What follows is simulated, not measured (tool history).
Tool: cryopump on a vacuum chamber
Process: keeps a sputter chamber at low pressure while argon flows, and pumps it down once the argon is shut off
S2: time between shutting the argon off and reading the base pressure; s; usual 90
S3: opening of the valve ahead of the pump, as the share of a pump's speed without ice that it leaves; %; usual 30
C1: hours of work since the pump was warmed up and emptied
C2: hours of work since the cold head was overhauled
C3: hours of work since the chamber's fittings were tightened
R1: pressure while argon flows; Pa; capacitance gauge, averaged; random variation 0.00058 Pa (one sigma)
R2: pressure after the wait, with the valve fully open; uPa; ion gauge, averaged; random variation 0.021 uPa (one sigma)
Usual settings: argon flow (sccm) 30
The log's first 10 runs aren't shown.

Run 11, day 4.050: usual settings; C1 210; C2 539; C3 1319. Result: R1 0.0780 Pa, R2 1.41 uPa.
Run 12, day 4.596: usual settings; C1 220; C2 549; C3 1329. Result: R1 0.0793 Pa, R2 1.48 uPa.
Run 13, day 5.158: usual settings but S3 29 %; C1 230; C2 559; C3 1340. Result: R1 0.0819 Pa, R2 1.46 uPa.
Run 14, day 5.517: usual settings but S2 84 s, S3 29 %; C1 237; C2 565; C3 1346. Result: R1 0.0819 Pa, R2 1.51 uPa.
Run 15, day 5.975: usual settings but S2 65 s, S3 29 %; C1 245; C2 574; C3 1355. Result: R1 0.0827 Pa, R2 1.59 uPa.
Run 16, day 6.462: usual settings but S2 65 s, S3 29 %; C1 254; C2 583; C3 1364. Result: R1 0.0820 Pa, R2 1.54 uPa.
Run 17, day 6.975: usual settings but S2 65 s, S3 29 %; C1 264; C2 592; C3 1373. Result: R1 0.0835 Pa, R2 1.67 uPa.
Run 18, day 7.346: usual settings but argon flow (sccm) 52, S2 107 s, S3 24 %; C1 271; C2 599; C3 1380. Result: R1 0.1709 Pa, R2 1.55 uPa.
Run 19, day 7.767: usual settings but argon flow (sccm) 35, S2 241 s, S3 45 %; C1 278; C2 607; C3 1388. Result: R1 0.0665 Pa, R2 1.49 uPa.
Run 20, day 8.267: usual settings but argon flow (sccm) 35, S2 241 s, S3 45 %; C1 288; C2 616; C3 1397. Result: R1 0.0667 Pa, R2 1.45 uPa.

Forecast run 21:
Run 21, day 8.692: usual settings but argon flow (sccm) 26, S3 18 %; C1 295; C2 624; C3 1405. Result: R1 ?, R2 ?.

R1: 0.1132 Pa
R2: 1.64 uPa
Without the tool's hidden state the same run would have given R1 0.1061 Pa, R2 0.36 uPa.
